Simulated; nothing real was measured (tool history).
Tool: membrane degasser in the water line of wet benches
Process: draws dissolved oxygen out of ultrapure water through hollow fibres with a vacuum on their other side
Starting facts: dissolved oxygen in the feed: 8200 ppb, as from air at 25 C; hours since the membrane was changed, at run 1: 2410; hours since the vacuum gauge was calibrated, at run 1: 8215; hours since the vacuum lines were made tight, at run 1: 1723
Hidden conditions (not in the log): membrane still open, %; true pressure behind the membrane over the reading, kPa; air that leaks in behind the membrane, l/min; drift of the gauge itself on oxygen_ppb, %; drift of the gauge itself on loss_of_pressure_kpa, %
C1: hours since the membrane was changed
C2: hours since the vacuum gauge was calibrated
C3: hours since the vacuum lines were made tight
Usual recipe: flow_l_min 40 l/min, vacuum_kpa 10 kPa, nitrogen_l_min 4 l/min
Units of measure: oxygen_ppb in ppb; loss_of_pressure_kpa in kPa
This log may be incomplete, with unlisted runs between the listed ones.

{"run": 1, "hour": 0.0, "flow_l_min": 40, "vacuum_kpa": 10, "nitrogen_l_min": 4, "C1": 2410, "C2": 8215, "C3": 1723, "oxygen_ppb": 179.8, "loss_of_pressure_kpa": 69.7}
{"run": 2, "hour": 247.5, "flow_l_min": 40, "vacuum_kpa": 10, "nitrogen_l_min": 4, "C1": 2658, "C2": 8463, "C3": 1971, "oxygen_ppb": 181.6, "loss_of_pressure_kpa": 70.15}
{"run": 3, "hour": 608.8, "flow_l_min": 40, "vacuum_kpa": 10, "nitrogen_l_min": 4, "C1": 3019, "C2": 8824, "C3": 2332, "oxygen_ppb": 184.1, "loss_of_pressure_kpa": 69.75}
{"hour": 734.8, "done": "vacuum gauge calibrated"}
{"run": 4, "hour": 900.9, "flow_l_min": 40, "vacuum_kpa": 10, "nitrogen_l_min": 4, "C1": 3310, "C2": 166, "C3": 2623, "oxygen_ppb": 177.3, "loss_of_pressure_kpa": 69.72}
{"run": 5, "hour": 1220.8, "flow_l_min": 40, "vacuum_kpa": 10, "nitrogen_l_min": 4, "C1": 3630, "C2": 486, "C3": 2943, "oxygen_ppb": 173.6, "loss_of_pressure_kpa": 70.2}
{"run": 6, "hour": 1510.6, "flow_l_min": 40, "vacuum_kpa": 10, "nitrogen_l_min": 4, "C1": 3920, "C2": 776, "C3": 3233, "oxygen_ppb": 175.3, "loss_of_pressure_kpa": 70.12}
{"run": 7, "hour": 1818.5, "flow_l_min": 49, "vacuum_kpa": 10, "nitrogen_l_min": 4, "C1": 4228, "C2": 1084, "C3": 3541, "oxygen_ppb": 215.2, "loss_of_pressure_kpa": 86.03}
{"run": 8, "hour": 2052.4, "flow_l_min": 40, "vacuum_kpa": 10, "nitrogen_l_min": 4, "C1": 4462, "C2": 1318, "C3": 3775, "oxygen_ppb": 177.9, "loss_of_pressure_kpa": 70.35}
{"run": 9, "hour": 2341.7, "flow_l_min": 40, "vacuum_kpa": 10, "nitrogen_l_min": 4, "C1": 4751, "C2": 1607, "C3": 4064, "oxygen_ppb": 177.4, "loss_of_pressure_kpa": 70.59}
{"run": 10, "hour": 2631.4, "flow_l_min": 40, "vacuum_kpa": 10, "nitrogen_l_min": 4, "C1": 5041, "C2": 1897, "C3": 4354, "oxygen_ppb": 175.8, "loss_of_pressure_kpa": 70.91}
{"run": 11, "hour": 2985.8, "flow_l_min": 40, "vacuum_kpa": 10, "nitrogen_l_min": 4, "C1": 5395, "C2": 2251, "C3": 4708, "oxygen_ppb": 172.8, "loss_of_pressure_kpa": 70.74}
{"run": 12, "hour": 3202.5, "flow_l_min": 32, "vacuum_kpa": 10, "nitrogen_l_min": 4, "C1": 5612, "C2": 2468, "C3": 4925, "oxygen_ppb": 145, "loss_of_pressure_kpa": 56.82}
{"run": 13, "hour": 3558.3, "flow_l_min": 40, "vacuum_kpa": 6.3, "nitrogen_l_min": 4, "C1": 5968, "C2": 2824, "C3": 5281, "oxygen_ppb": 91.4, "loss_of_pressure_kpa": 71.03}
{"run": 14, "hour": 3864.5, "flow_l_min": 40, "vacuum_kpa": 6.3, "nitrogen_l_min": 4, "C1": 6274, "C2": 3130, "C3": 5587, "oxygen_ppb": 93.3, "loss_of_pressure_kpa": 70.98}
{"run": 15, "hour": 4198.5, "flow_l_min": 40, "vacuum_kpa": 6.3, "nitrogen_l_min": 4, "C1": 6608, "C2": 3464, "C3": 5921, "oxygen_ppb": 92.4, "loss_of_pressure_kpa": 71.48}
{"run": 16, "hour": 4552.3, "flow_l_min": 40, "vacuum_kpa": 6.3, "nitrogen_l_min": 4, "C1": 6962, "C2": 3818, "C3": 6275, "oxygen_ppb": 95.4, "loss_of_pressure_kpa": 71.01}
{"run": 17, "hour": 4857.4, "flow_l_min": 40, "vacuum_kpa": 18.3, "nitrogen_l_min": 7.63, "C1": 7267, "C2": 4123, "C3": 6580, "oxygen_ppb": 207.3, "loss_of_pressure_kpa": 71.78}
{"run": 18, "hour": 5062.4, "flow_l_min": 62, "vacuum_kpa": 10, "nitrogen_l_min": 3.35, "C1": 7472, "C2": 4328, "C3": 6785, "oxygen_ppb": 323.9, "loss_of_pressure_kpa": 110.84}
{"run": 19, "hour": 5301.7, "flow_l_min": 46, "vacuum_kpa": 15.3, "nitrogen_l_min": 2.85, "C1": 7711, "C2": 4567, "C3": 7024, "oxygen_ppb": 452, "loss_of_pressure_kpa": 82.49}
{"run": 20, "hour": 5456.9, "flow_l_min": 46, "vacuum_kpa": 15.3, "nitrogen_l_min": 2.85, "C1": 7866, "C2": 4722, "C3": 7179, "oxygen_ppb": 451.2, "loss_of_pressure_kpa": 82.27}
{"run": 21, "hour": 5705.7, "flow_l_min": 46, "vacuum_kpa": 6.4, "nitrogen_l_min": 2.85, "C1": 8115, "C2": 4971, "C3": 7428, "oxygen_ppb": 148, "loss_of_pressure_kpa": 82.51}
{"run": 22, "hour": 5894.5, "flow_l_min": 36, "vacuum_kpa": 6.4, "nitrogen_l_min": 8.63, "C1": 8304, "C2": 5160, "C3": 7617, "oxygen_ppb": 50.2, "loss_of_pressure_kpa": 64.59}
{"run": 23, "hour": 6179.4, "flow_l_min": 40, "vacuum_kpa": 6.9, "nitrogen_l_min": 4, "C1": 8589, "C2": 5445, "C3": 7902, "oxygen_ppb": 110.8, "loss_of_pressure_kpa": 72.17}
{"run": 24, "hour": 6531.7, "flow_l_min": 37, "vacuum_kpa": 14.4, "nitrogen_l_min": 4, "C1": 8941, "C2": 5797, "C3": 8254, "oxygen_ppb": 263.9, "loss_of_pressure_kpa": 67.04}
{"run": 25, "hour": 6688.4, "flow_l_min": 37, "vacuum_kpa": 14.4, "nitrogen_l_min": 4, "C1": 9098, "C2": 5954, "C3": 8411, "oxygen_ppb": 263.5, "loss_of_pressure_kpa": 66.91}
{"run": 26, "hour": 7012.6, "flow_l_min": 37, "vacuum_kpa": 14.4, "nitrogen_l_min": 4, "C1": 9422, "C2": 6278, "C3": 8735, "oxygen_ppb": 260.9, "loss_of_pressure_kpa": 66.51}
{"run": 27, "hour": 7360.4, "flow_l_min": 55, "vacuum_kpa": 8.8, "nitrogen_l_min": 4, "C1": 9770, "C2": 6626, "C3": 9083, "oxygen_ppb": 218.2, "loss_of_pressure_kpa": 99.95}
{"run": 28, "hour": 7684.5, "flow_l_min": 51, "vacuum_kpa": 21, "nitrogen_l_min": 3.12, "C1": 10094, "C2": 6950, "C3": 9407, "oxygen_ppb": 649.5, "loss_of_pressure_kpa": 92.27}
{"run": 29, "hour": 7856.9, "flow_l_min": 40, "vacuum_kpa": 8.1, "nitrogen_l_min": 4, "C1": 10266, "C2": 7122, "C3": 9579, "oxygen_ppb": 142.8, "loss_of_pressure_kpa": 72.72}
{"run": 30, "hour": 8049.7, "flow_l_min": 37, "vacuum_kpa": 8.4, "nitrogen_l_min": 4, "C1": 10459, "C2": 7315, "C3": 9772, "oxygen_ppb": 137.7, "loss_of_pressure_kpa": 66.89}
{"run": 31, "hour": 8239.7, "flow_l_min": 37, "vacuum_kpa": 8.4, "nitrogen_l_min": 4, "C1": 10649, "C2": 7505, "C3": 9962, "oxygen_ppb": 137.1, "loss_of_pressure_kpa": 67.26}

Consider 5 possible next runs. They are alternatives, not a sequence: every one starts from the tool as it was left by run 31. What does each give?
{"run": "A", "hour": 8396.6, "flow_l_min": 37, "vacuum_kpa": 10.8, "nitrogen_l_min": 6.93, "C1": 10806, "C2": 7662, "C3": 10119, "oxygen_ppb": "?", "loss_of_pressure_kpa": "?"}
{"run": "B", "hour": 8396.6, "flow_l_min": 25, "vacuum_kpa": 12.3, "nitrogen_l_min": 5.96, "C1": 10806, "C2": 7662, "C3": 10119, "oxygen_ppb": "?", "loss_of_pressure_kpa": "?"}
{"run": "C", "hour": 8396.6, "flow_l_min": 37, "vacuum_kpa": 8.4, "nitrogen_l_min": 5.28, "C1": 10806, "C2": 7662, "C3": 10119, "oxygen_ppb": "?", "loss_of_pressure_kpa": "?"}
{"run": "D", "hour": 8396.6, "flow_l_min": 36, "vacuum_kpa": 13.1, "nitrogen_l_min": 3.13, "C1": 10806, "C2": 7662, "C3": 10119, "oxygen_ppb": "?", "loss_of_pressure_kpa": "?"}
{"run": "E", "hour": 8396.6, "flow_l_min": 40, "vacuum_kpa": 17, "nitrogen_l_min": 4, "C1": 10806, "C2": 7662, "C3": 10119, "oxygen_ppb": "?", "loss_of_pressure_kpa": "?"}

run=A oxygen_ppb=120.1 loss_of_pressure_kpa=67.21
run=B oxygen_ppb=105.2 loss_of_pressure_kpa=45.27
run=C oxygen_ppb=109.9 loss_of_pressure_kpa=67.52
run=D oxygen_ppb=288.5 loss_of_pressure_kpa=65.6
run=E oxygen_ppb=349.2 loss_of_pressure_kpa=73.18
Stripped of hidden state, with their random variation kept, the same runs would have yielded:
run=A oxygen_ppb=110.4 loss_of_pressure_kpa=63.91
run=B oxygen_ppb=98.3 loss_of_pressure_kpa=43.03
run=C oxygen_ppb=99.2 loss_of_pressure_kpa=64.21
run=D oxygen_ppb=273.9 loss_of_pressure_kpa=62.38
run=E oxygen_ppb=334.3 loss_of_pressure_kpa=69.6
